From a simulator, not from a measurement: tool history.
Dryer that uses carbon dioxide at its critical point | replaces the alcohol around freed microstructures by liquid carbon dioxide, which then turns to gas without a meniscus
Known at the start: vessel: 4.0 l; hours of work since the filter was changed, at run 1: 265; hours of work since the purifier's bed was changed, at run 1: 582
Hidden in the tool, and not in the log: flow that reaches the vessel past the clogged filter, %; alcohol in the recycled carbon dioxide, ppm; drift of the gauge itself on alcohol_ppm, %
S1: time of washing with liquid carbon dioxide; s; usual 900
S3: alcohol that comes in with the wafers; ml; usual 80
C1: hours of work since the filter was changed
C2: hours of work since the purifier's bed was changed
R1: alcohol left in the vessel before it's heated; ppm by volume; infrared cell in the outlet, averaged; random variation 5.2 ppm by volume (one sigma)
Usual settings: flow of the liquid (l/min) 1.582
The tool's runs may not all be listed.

{"run": 1, "hour": 0.0, "S1": 900, "flow of the liquid (l/min)": 1.582, "S3": 80, "C1": 265, "C2": 582, "R1": 391}
{"run": 2, "hour": 22.3, "S1": 900, "flow of the liquid (l/min)": 1.582, "S3": 80, "C1": 279, "C2": 596, "R1": 405}
{"hour": 27.1, "done": "purifier's bed changed"}
{"run": 3, "hour": 50.4, "S1": 900, "flow of the liquid (l/min)": 1.582, "S3": 30, "C1": 294, "C2": 15, "R1": 64}
{"run": 4, "hour": 72.1, "S1": 900, "flow of the liquid (l/min)": 1.582, "S3": 30, "C1": 308, "C2": 28, "R1": 75}
{"run": 5, "hour": 108.9, "S1": 900, "flow of the liquid (l/min)": 1.582, "S3": 80, "C1": 331, "C2": 51, "R1": 169}
{"run": 6, "hour": 143.0, "S1": 900, "flow of the liquid (l/min)": 1.582, "S3": 80, "C1": 352, "C2": 73, "R1": 173}
{"run": 7, "hour": 179.8, "S1": 900, "flow of the liquid (l/min)": 1.582, "S3": 80, "C1": 375, "C2": 96, "R1": 193}
{"run": 8, "hour": 210.0, "S1": 900, "flow of the liquid (l/min)": 1.582, "S3": 80, "C1": 394, "C2": 115, "R1": 204}
{"run": 9, "hour": 252.8, "S1": 900, "flow of the liquid (l/min)": 1.582, "S3": 80, "C1": 421, "C2": 141, "R1": 211}
{"run": 10, "hour": 290.1, "S1": 900, "flow of the liquid (l/min)": 1.582, "S3": 80, "C1": 444, "C2": 165, "R1": 231}
{"hour": 299.9, "done": "inlet filter changed"}
{"run": 11, "hour": 315.0, "S1": 900, "flow of the liquid (l/min)": 1.582, "S3": 80, "C1": 9, "C2": 180, "R1": 197}
{"run": 12, "hour": 344.0, "S1": 900, "flow of the liquid (l/min)": 1.582, "S3": 80, "C1": 28, "C2": 198, "R1": 203}
{"run": 13, "hour": 384.7, "S1": 900, "flow of the liquid (l/min)": 1.582, "S3": 80, "C1": 53, "C2": 223, "R1": 204}
{"run": 14, "hour": 415.8, "S1": 600, "flow of the liquid (l/min)": 1.582, "S3": 80, "C1": 73, "C2": 243, "R1": 745}
{"run": 15, "hour": 452.7, "S1": 900, "flow of the liquid (l/min)": 1.582, "S3": 49, "C1": 96, "C2": 266, "R1": 186}
{"run": 16, "hour": 478.1, "S1": 900, "flow of the liquid (l/min)": 1.582, "S3": 49, "C1": 112, "C2": 282, "R1": 210}
{"run": 17, "hour": 519.8, "S1": 900, "flow of the liquid (l/min)": 1.582, "S3": 49, "C1": 138, "C2": 308, "R1": 213}
{"run": 18, "hour": 557.3, "S1": 900, "flow of the liquid (l/min)": 1.582, "S3": 49, "C1": 161, "C2": 331, "R1": 235}
{"run": 19, "hour": 595.1, "S1": 540, "flow of the liquid (l/min)": 1.582, "S3": 80, "C1": 185, "C2": 355, "R1": 1099}
{"run": 20, "hour": 638.0, "S1": 540, "flow of the liquid (l/min)": 1.582, "S3": 80, "C1": 212, "C2": 382, "R1": 1133}
{"run": 21, "hour": 658.5, "S1": 900, "flow of the liquid (l/min)": 1.81, "S3": 80, "C1": 225, "C2": 395, "R1": 235}
{"run": 22, "hour": 689.5, "S1": 840, "flow of the liquid (l/min)": 1.3, "S3": 91, "C1": 244, "C2": 414, "R1": 673}
{"run": 23, "hour": 714.5, "S1": 960, "flow of the liquid (l/min)": 1.582, "S3": 30, "C1": 260, "C2": 430, "R1": 235}
{"run": 24, "hour": 733.1, "S1": 960, "flow of the liquid (l/min)": 2.21, "S3": 30, "C1": 271, "C2": 441, "R1": 220}
{"run": 25, "hour": 756.1, "S1": 960, "flow of the liquid (l/min)": 2.21, "S3": 30, "C1": 286, "C2": 456, "R1": 205}
{"run": 26, "hour": 790.5, "S1": 900, "flow of the liquid (l/min)": 0.97, "S3": 23, "C1": 307, "C2": 477, "R1": 524}
{"run": 27, "hour": 831.1, "S1": 900, "flow of the liquid (l/min)": 0.97, "S3": 23, "C1": 333, "C2": 503, "R1": 532}
{"run": 28, "hour": 850.9, "S1": 1200, "flow of the liquid (l/min)": 1.93, "S3": 68, "C1": 345, "C2": 515, "R1": 252}
{"run": 29, "hour": 869.4, "S1": 1020, "flow of the liquid (l/min)": 1.93, "S3": 77, "C1": 357, "C2": 527, "R1": 262}
{"run": 30, "hour": 903.1, "S1": 1020, "flow of the liquid (l/min)": 1.8, "S3": 77, "C1": 378, "C2": 548, "R1": 286}
{"run": 31, "hour": 938.0, "S1": 1200, "flow of the liquid (l/min)": 2.17, "S3": 48, "C1": 400, "C2": 570, "R1": 275}
{"hour": 984.5, "done": "purifier's bed changed"}
{"run": 32, "hour": 984.5, "S1": 720, "flow of the liquid (l/min)": 1.21, "S3": 34, "C1": 427, "C2": 0, "R1": 445}
{"run": 33, "hour": 1005.7, "S1": 720, "flow of the liquid (l/min)": 1.21, "S3": 34, "C1": 440, "C2": 13, "R1": 462}
{"hour": 1023.9, "done": "inlet filter changed"}
{"run": 34, "hour": 1043.4, "S1": 780, "flow of the liquid (l/min)": 1.28, "S3": 31, "C1": 12, "C2": 36, "R1": 231}
{"run": 35, "hour": 1069.3, "S1": 660, "flow of the liquid (l/min)": 1.55, "S3": 24, "C1": 28, "C2": 52, "R1": 176}
{"run": 36, "hour": 1089.1, "S1": 660, "flow of the liquid (l/min)": 2.21, "S3": 53, "C1": 41, "C2": 65, "R1": 89}
{"run": 37, "hour": 1127.6, "S1": 660, "flow of the liquid (l/min)": 2.21, "S3": 53, "C1": 65, "C2": 89, "R1": 94}
{"run": 38, "hour": 1163.1, "S1": 660, "flow of the liquid (l/min)": 2.21, "S3": 53, "C1": 87, "C2": 111, "R1": 123}
{"run": 39, "hour": 1186.9, "S1": 540, "flow of the liquid (l/min)": 1.582, "S3": 80, "C1": 102, "C2": 126, "R1": 965}

Forecast each of these 5 alternatives for the next run:
{"run": "A", "hour": 1208.0, "S1": 1140, "flow of the liquid (l/min)": 1.3, "S3": 80, "C1": 115, "C2": 139, "R1": "?"}
{"run": "B", "hour": 1208.0, "S1": 1200, "flow of the liquid (l/min)": 1.582, "S3": 80, "C1": 115, "C2": 139, "R1": "?"}
{"run": "C", "hour": 1208.0, "S1": 960, "flow of the liquid (l/min)": 1.69, "S3": 69, "C1": 115, "C2": 139, "R1": "?"}
{"run": "D", "hour": 1208.0, "S1": 540, "flow of the liquid (l/min)": 1.13, "S3": 34, "C1": 115, "C2": 139, "R1": "?"}
{"run": "E", "hour": 1208.0, "S1": 840, "flow of the liquid (l/min)": 1.582, "S3": 80, "C1": 115, "C2": 139, "R1": "?"}

run=A R1=180
run=B R1=94
run=C R1=125
run=D R1=1055
run=E R1=228
Without the tool's hidden state the same runs would have given:
run=A R1=100
run=B R1=24
run=C R1=52
run=D R1=933
run=E R1=144
